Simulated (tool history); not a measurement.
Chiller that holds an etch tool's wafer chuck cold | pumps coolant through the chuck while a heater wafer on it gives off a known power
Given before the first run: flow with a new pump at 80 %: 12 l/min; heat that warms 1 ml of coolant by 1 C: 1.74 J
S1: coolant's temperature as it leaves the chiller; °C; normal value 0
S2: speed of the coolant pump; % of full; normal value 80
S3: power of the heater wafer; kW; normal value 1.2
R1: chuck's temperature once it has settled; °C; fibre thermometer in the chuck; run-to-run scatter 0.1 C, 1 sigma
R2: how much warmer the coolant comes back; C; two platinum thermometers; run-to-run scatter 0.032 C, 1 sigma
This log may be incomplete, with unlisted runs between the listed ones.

run	day	S1	S2	S3	R1	R2
1	0	0	80	1.2	9.1	3.55
2	0.712	0	80	1.2	8.9	3.59
3	1.788	-5	80	1.2	4.1	3.54
4	2.767	-5	100	1.2	2.4	2.8
5	3.504	-5	100	1.2	2.4	2.76
6	4.142	-2	100	1.2	5.6	2.79
7	4.921	-2	100	1.2	5.6	2.82
8	5.946	0	84	1.2	8.7	3.41
9	7.204	0	79	1.567	11.9	4.76
10	8.246	0	79	1.567	12	4.77
11	8.975	-10	64	1.589	4.8	6.06
12	9.833	-2	79	1.2	7.2	3.6
13	11	-6	96	1.2	1.8	2.88
14	11.929	-6	96	1.2	1.8	2.95
15	13.171	-6	96	1.2	1.8	2.92

Here are 4 independent what-if runs from the current tool condition. What would each one return?
A	14.058	0	80	0.622	?	?
B	14.058	-4	66	1.071	?	?
C	14.058	0	72	1.2	?	?
D	14.058	6	72	0.862	?	?

run	R1	R2
A	4.9	1.86
B	5.8	3.98
C	10.2	4.03
D	13.5	2.86
The same runs, with their run-to-run variation unchanged, on a tool lacking any hidden condition would have given:
run	R1	R2
A	4.2	1.79
B	4.7	3.82
C	9.1	3.87
D	12.6	2.75

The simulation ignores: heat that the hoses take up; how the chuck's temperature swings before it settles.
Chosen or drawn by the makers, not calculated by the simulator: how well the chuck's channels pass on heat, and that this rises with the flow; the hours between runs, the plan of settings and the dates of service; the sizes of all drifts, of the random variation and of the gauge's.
